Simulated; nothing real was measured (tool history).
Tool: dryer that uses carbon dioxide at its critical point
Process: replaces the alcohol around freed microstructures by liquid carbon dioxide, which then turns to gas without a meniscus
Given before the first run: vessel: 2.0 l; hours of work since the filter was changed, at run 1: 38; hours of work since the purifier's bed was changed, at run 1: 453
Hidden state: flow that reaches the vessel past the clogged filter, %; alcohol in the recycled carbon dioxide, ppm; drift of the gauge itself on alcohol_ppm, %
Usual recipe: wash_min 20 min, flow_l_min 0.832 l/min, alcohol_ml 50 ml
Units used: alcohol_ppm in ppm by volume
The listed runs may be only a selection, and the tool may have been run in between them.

run    hour  wash_min  flow_l_min  alcohol_ml  hours of work since the filter was changed  hours of work since the purifier's bed was changed  alcohol_ppm
  1     0.0        20       0.832          50                                          38                                                 453          136
  2    14.3        12       0.832          50                                          45                                                 460          606
  3    45.8        12       0.832          50                                          60                                                 474          628
  4    61.9        12       0.832          50                                          68                                                 482          648
  5    83.0        20       0.673          50                                          78                                                 492          261
  6   102.0        20       0.673          50                                          87                                                 501          269
  7   118.7        20       0.673          50                                          94                                                 509          266
  8   136.0        20       0.832          50                                         103                                                 517          167
  9   155.2        20       0.832          50                                         112                                                 526          170
 10   171.6        20       0.832          50                                         119                                                 534          170
 11   203.5        20       0.832          50                                         134                                                 549          179
 12   220.7        20       0.832          63                                         143                                                 557          190
 13   235.5        20       0.832          29                                         150                                                 564          157
 14   249.9        20       0.832          29                                         156                                                 571          165
 15   265.9        20       0.832          29                                         164                                                 578          173
 16   295.3        12       0.832          29                                         178                                                 592          516
 17   326.5        12       0.832          29                                         192                                                 607          525
 18   360.9        12       0.832          29                                         209                                                 623          551
 19   389.7        12       0.832          29                                         222                                                 637          554
      392.5  -- inlet filter changed
 20   419.7        20       0.531          50                                          13                                                 650          509
 21   446.1        20       0.531          50                                          25                                                 663          545
 22   480.8        20       0.531          50                                          42                                                 679          563
 23   509.4        20       0.531          50                                          55                                                 693          580
 24   543.9        15       1.251          42                                          71                                                 709          173
 25   570.3        16       0.832          50                                          84                                                 721          317
 26   589.7        25       0.917          50                                          93                                                 731          164
 27   607.0        25       0.917          68                                         101                                                 739          171
 28   627.5        18       0.855         102                                         111                                                 748          307
 29   661.5        18       0.855         102                                         127                                                 764          327
 30   686.8        18       0.855         102                                         139                                                 776          324
 31   714.8        18       0.855         102                                         152                                                 790          338
 32   740.2        27       0.832          20                                         164                                                 802          191
 33   764.2        20       0.832          26                                         175                                                 813          214
 34   789.5        20       0.832          26                                         187                                                 825          225
 35   817.0        17       1.002          62                                         200                                                 838          265
 36   841.2        15       1.068          63                                         212                                                 849          281
      867.1  -- inlet filter changed
 37   867.4        15       1.068          63                                           0                                                 861          256
 38   882.1        13       0.515         105                                           7                                                 868         3836
 39   916.3        21       0.653          78                                          23                                                 884          382
 40   930.4        16       0.993          33                                          30                                                 891          231
 41   952.1        24       0.938          67                                          40                                                 901          202
 42   967.4        13       0.874          73                                          47                                                 908          612
 43   989.2        17       0.993          73                                          58                                                 919          262
 44  1022.7        20       0.557          21                                          73                                                 934          367
 45  1038.2        25       0.701          50                                          81                                                 942          239
 46  1066.6        24       0.565          35                                          94                                                 955          315

Hidden state at the last listed run before each entry between runs and at the first one after, where it differs:
Run 19 -> run 20: inlet filter changed (hour 392.5)
  flow that reaches the vessel past the clogged filter, %: 88.8 -> 99.3; alcohol in the recycled carbon dioxide, ppm: 145.9 -> 149
  the result without the hidden state subtracted from the measured one, alcohol_ppm: +293 -> +151 ppm by volume
Run 36 -> run 37: inlet filter changed (hour 867.1)
  flow that reaches the vessel past the clogged filter, %: 89.5 -> 99.7; alcohol in the recycled carbon dioxide, ppm: 193.4 -> 196.2
  the result without the hidden state subtracted from the measured one, alcohol_ppm: +230 -> +197 ppm by volume
